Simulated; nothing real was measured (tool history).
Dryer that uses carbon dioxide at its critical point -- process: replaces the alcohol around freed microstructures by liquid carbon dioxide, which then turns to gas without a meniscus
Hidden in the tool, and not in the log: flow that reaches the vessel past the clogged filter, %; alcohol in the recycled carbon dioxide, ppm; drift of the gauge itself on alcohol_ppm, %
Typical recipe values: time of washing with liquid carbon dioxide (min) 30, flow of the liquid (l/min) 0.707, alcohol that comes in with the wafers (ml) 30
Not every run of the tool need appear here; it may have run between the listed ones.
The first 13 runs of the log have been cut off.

run     day  time of washing with liquid carbon dioxide (min)  flow of the liquid (l/min)  alcohol that comes in with the wafers (ml)  hours of work since the filter was changed  hours of work since the purifier's bed was changed  alcohol left in the vessel before it's heated (ppm by volume)
 14   3.933                                                30                       0.707                                          47                                          35                                                 131                                                            130
 15   4.171                                                30                       0.707                                          47                                          38                                                 133                                                            133
 16   4.533                                                30                       0.707                                          47                                          42                                                 137                                                            137
 17   4.871                                                30                       0.707                                          47                                          45                                                 141                                                            142
 18   5.304                                                30                       0.707                                          47                                          50                                                 145                                                            142
 19   5.504                                                30                       0.707                                          47                                          52                                                 148                                                            150
 20   5.921                                                30                       0.707                                          47                                          57                                                 152                                                            135
 21   6.204                                                30                       0.527                                         100                                          60                                                 155                                                            898
 22   6.546                                                25                       1.060                                         100                                          63                                                 159                                                             94
 23   6.750                                                25                       1.060                                         100                                          66                                                 161                                                             87
 24   7.017                                                30                       0.664                                          71                                          68                                                 164                                                            271
 25   7.271                                                30                       0.664                                          71                                          71                                                 167                                                            279
 26   7.583                                                20                       0.707                                          33                                          75                                                 170                                                            421
 27   7.946                                                36                       1.077                                          53                                          78                                                 174                                                             43
 28   8.125                                                36                       1.077                                          53                                          80                                                 176                                                             32
 29   8.483                                                32                       0.525                                          30                                          84                                                 180                                                            272
 30   8.725                                                32                       0.525                                          30                                          87                                                 182                                                            265
 31   9.079                                                19                       0.844                                          43                                          91                                                 186                                                            375
 32   9.388                                                19                       0.844                                          43                                          94                                                 189                                                            390
 33   9.825                                                26                       0.671                                          30                                          99                                                 194                                                            229
 34  10.096                                                40                       0.684                                          27                                         102                                                 197                                                             57
 35  10.338                                                41                       1.136                                          58                                         104                                                 200                                                             41
 36  10.746                                                41                       1.136                                          58                                         109                                                 204                                                             43
 37  10.996                                                32                       1.059                                          92                                         111                                                 207                                                             49
 38  11.342                                                32                       1.059                                          92                                         115                                                 210                                                             61

Branching from run 38: 3 alternative next runs. What would each branch give?
  A  11.683                                                30                       0.707                                          70                                         119                                                 214                                                              ?
  B  11.683                                                37                       0.574                                          74                                         119                                                 214                                                              ?
  C  11.683                                                30                       0.440                                          30                                         119                                                 214                                                              ?

run  alcohol left in the vessel before it's heated (ppm by volume)
  A                                                            248
  B                                                            282
  C                                                            605
Take away the tool's hidden state, keep each run's random variation, and the runs would have read:
run  alcohol left in the vessel before it's heated (ppm by volume)
  A                                                            138
  B                                                            162
  C                                                            441
